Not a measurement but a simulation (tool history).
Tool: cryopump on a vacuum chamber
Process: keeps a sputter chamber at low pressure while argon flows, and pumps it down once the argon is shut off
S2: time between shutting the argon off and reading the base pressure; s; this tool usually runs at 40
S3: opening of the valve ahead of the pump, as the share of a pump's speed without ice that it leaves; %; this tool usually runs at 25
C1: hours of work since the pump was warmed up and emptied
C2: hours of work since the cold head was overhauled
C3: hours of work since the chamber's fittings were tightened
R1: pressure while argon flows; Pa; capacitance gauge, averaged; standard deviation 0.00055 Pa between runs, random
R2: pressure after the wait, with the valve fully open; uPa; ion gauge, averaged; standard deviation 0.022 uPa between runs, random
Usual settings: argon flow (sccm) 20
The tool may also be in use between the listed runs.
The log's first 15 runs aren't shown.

{"run": 16, "hour": 709.0, "argon flow (sccm)": 20, "S2": 40, "S3": 25, "C1": 551, "C2": 551, "C3": 497, "R1": 0.0617, "R2": 0.85}
{"run": 17, "hour": 737.8, "argon flow (sccm)": 20, "S2": 40, "S3": 25, "C1": 573, "C2": 573, "C3": 518, "R1": 0.0613, "R2": 0.87}
{"run": 18, "hour": 805.3, "argon flow (sccm)": 40, "S2": 40, "S3": 48, "C1": 623, "C2": 623, "C3": 568, "R1": 0.0683, "R2": 0.92}
{"run": 19, "hour": 873.1, "argon flow (sccm)": 40, "S2": 40, "S3": 48, "C1": 673, "C2": 673, "C3": 618, "R1": 0.0687, "R2": 0.91}
{"run": 20, "hour": 937.6, "argon flow (sccm)": 40, "S2": 40, "S3": 37, "C1": 721, "C2": 721, "C3": 666, "R1": 0.0879, "R2": 0.92}
{"run": 21, "hour": 1001.4, "argon flow (sccm)": 40, "S2": 40, "S3": 37, "C1": 768, "C2": 768, "C3": 713, "R1": 0.0878, "R2": 0.97}
{"run": 22, "hour": 1057.1, "argon flow (sccm)": 23, "S2": 26, "S3": 40, "C1": 809, "C2": 809, "C3": 755, "R1": 0.0483, "R2": 1.26}
{"run": 23, "hour": 1102.4, "argon flow (sccm)": 23, "S2": 26, "S3": 40, "C1": 843, "C2": 843, "C3": 788, "R1": 0.0476, "R2": 1.24}
{"run": 24, "hour": 1144.0, "argon flow (sccm)": 23, "S2": 92, "S3": 58, "C1": 873, "C2": 873, "C3": 819, "R1": 0.0343, "R2": 0.77}
{"run": 25, "hour": 1196.9, "argon flow (sccm)": 14, "S2": 23, "S3": 42, "C1": 913, "C2": 913, "C3": 858, "R1": 0.0289, "R2": 1.37}
{"run": 26, "hour": 1237.9, "argon flow (sccm)": 29, "S2": 72, "S3": 25, "C1": 943, "C2": 943, "C3": 888, "R1": 0.0924, "R2": 0.82}
{"run": 27, "hour": 1271.0, "argon flow (sccm)": 29, "S2": 72, "S3": 43, "C1": 967, "C2": 967, "C3": 913, "R1": 0.0562, "R2": 0.84}
{"run": 28, "hour": 1314.1, "argon flow (sccm)": 17, "S2": 40, "S3": 34, "C1": 999, "C2": 999, "C3": 945, "R1": 0.0419, "R2": 1.15}
{"run": 29, "hour": 1344.0, "argon flow (sccm)": 30, "S2": 40, "S3": 17, "C1": 1021, "C2": 1021, "C3": 967, "R1": 0.138, "R2": 1.12}
{"run": 30, "hour": 1388.2, "argon flow (sccm)": 14, "S2": 76, "S3": 56, "C1": 1054, "C2": 1054, "C3": 1000, "R1": 0.0236, "R2": 0.89}
{"run": 31, "hour": 1441.1, "argon flow (sccm)": 17, "S2": 76, "S3": 18, "C1": 1093, "C2": 1093, "C3": 1039, "R1": 0.0751, "R2": 0.89}
{"run": 32, "hour": 1495.1, "argon flow (sccm)": 17, "S2": 103, "S3": 16, "C1": 1133, "C2": 1133, "C3": 1079, "R1": 0.084, "R2": 0.83}
{"hour": 1512.0, "done": "pump warmed up, emptied and cooled again"}
{"run": 33, "hour": 1570.5, "argon flow (sccm)": 16, "S2": 36, "S3": 46, "C1": 43, "C2": 1186, "C3": 1131, "R1": 0.0257, "R2": 1.04}
{"run": 34, "hour": 1606.5, "argon flow (sccm)": 33, "S2": 40, "S3": 47, "C1": 70, "C2": 1212, "C3": 1158, "R1": 0.0527, "R2": 1}

4 ways to go on from here, each from the tool as it stands after run 34. What would each give?
{"run": "A", "hour": 1675.5, "argon flow (sccm)": 13, "S2": 40, "S3": 47, "C1": 121, "C2": 1263, "C3": 1209, "R1": "?", "R2": "?"}
{"run": "B", "hour": 1675.5, "argon flow (sccm)": 9, "S2": 40, "S3": 20, "C1": 121, "C2": 1263, "C3": 1209, "R1": "?", "R2": "?"}
{"run": "C", "hour": 1675.5, "argon flow (sccm)": 16, "S2": 40, "S3": 25, "C1": 121, "C2": 1263, "C3": 1209, "R1": "?", "R2": "?"}
{"run": "D", "hour": 1675.5, "argon flow (sccm)": 11, "S2": 51, "S3": 35, "C1": 121, "C2": 1263, "C3": 1209, "R1": "?", "R2": "?"}

run=A R1=0.0203 R2=1.02
run=B R1=0.0343 R2=1.07
run=C R1=0.0478 R2=1.06
run=D R1=0.0228 R2=0.92
Without the tool's hidden state the same runs would have given:
run=A R1=0.0198 R2=0.6
run=B R1=0.034 R2=0.65
run=C R1=0.0472 R2=0.64
run=D R1=0.0224 R2=0.5

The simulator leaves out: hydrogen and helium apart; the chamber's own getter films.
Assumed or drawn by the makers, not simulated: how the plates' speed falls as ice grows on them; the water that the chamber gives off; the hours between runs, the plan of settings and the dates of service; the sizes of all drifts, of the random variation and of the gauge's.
